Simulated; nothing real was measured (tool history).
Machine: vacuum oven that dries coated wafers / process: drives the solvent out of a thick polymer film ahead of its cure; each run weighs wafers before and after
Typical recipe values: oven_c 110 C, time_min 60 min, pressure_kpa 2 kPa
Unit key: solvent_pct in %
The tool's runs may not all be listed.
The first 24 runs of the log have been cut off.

{"run": 25, "day": 19.342, "oven_c": 102, "time_min": 60, "pressure_kpa": 2, "solvent_pct": 3.73}
{"run": 26, "day": 20.079, "oven_c": 102, "time_min": 60, "pressure_kpa": 2, "solvent_pct": 3.72}
{"run": 27, "day": 20.654, "oven_c": 102, "time_min": 60, "pressure_kpa": 2, "solvent_pct": 3.61}
{"run": 28, "day": 21.6, "oven_c": 102, "time_min": 60, "pressure_kpa": 2, "solvent_pct": 3.73}
{"run": 29, "day": 22.246, "oven_c": 99, "time_min": 84, "pressure_kpa": 2, "solvent_pct": 3.4}
{"run": 30, "day": 22.825, "oven_c": 99, "time_min": 76, "pressure_kpa": 2.24, "solvent_pct": 3.92}
{"run": 31, "day": 23.308, "oven_c": 98, "time_min": 56, "pressure_kpa": 2, "solvent_pct": 5.55}
{"run": 32, "day": 24.108, "oven_c": 110, "time_min": 36, "pressure_kpa": 1.22, "solvent_pct": 2.87}
{"run": 33, "day": 24.579, "oven_c": 109, "time_min": 69, "pressure_kpa": 6.28, "solvent_pct": 3.95}
{"run": 34, "day": 25.188, "oven_c": 109, "time_min": 69, "pressure_kpa": 6.28, "solvent_pct": 4.04}
{"run": 35, "day": 26.117, "oven_c": 109, "time_min": 69, "pressure_kpa": 6.28, "solvent_pct": 3.92}

5 options for the next run, each taken on its own from the tool as it stands now. Forecast them:
{"run": "A", "day": 26.642, "oven_c": 110, "time_min": 74, "pressure_kpa": 2, "solvent_pct": "?"}
{"run": "B", "day": 26.642, "oven_c": 97, "time_min": 103, "pressure_kpa": 6.6, "solvent_pct": "?"}
{"run": "C", "day": 26.642, "oven_c": 110, "time_min": 38, "pressure_kpa": 1.7, "solvent_pct": "?"}
{"run": "D", "day": 26.642, "oven_c": 113, "time_min": 69, "pressure_kpa": 2, "solvent_pct": "?"}
{"run": "E", "day": 26.642, "oven_c": 112, "time_min": 60, "pressure_kpa": 2, "solvent_pct": "?"}

run=A solvent_pct=1.42
run=B solvent_pct=6.77
run=C solvent_pct=2.98
run=D solvent_pct=1.18
run=E solvent_pct=1.43
Without the tool's hidden state the same runs would have given:
run=A solvent_pct=1.42
run=B solvent_pct=6.77
run=C solvent_pct=2.98
run=D solvent_pct=1.17
run=E solvent_pct=1.43

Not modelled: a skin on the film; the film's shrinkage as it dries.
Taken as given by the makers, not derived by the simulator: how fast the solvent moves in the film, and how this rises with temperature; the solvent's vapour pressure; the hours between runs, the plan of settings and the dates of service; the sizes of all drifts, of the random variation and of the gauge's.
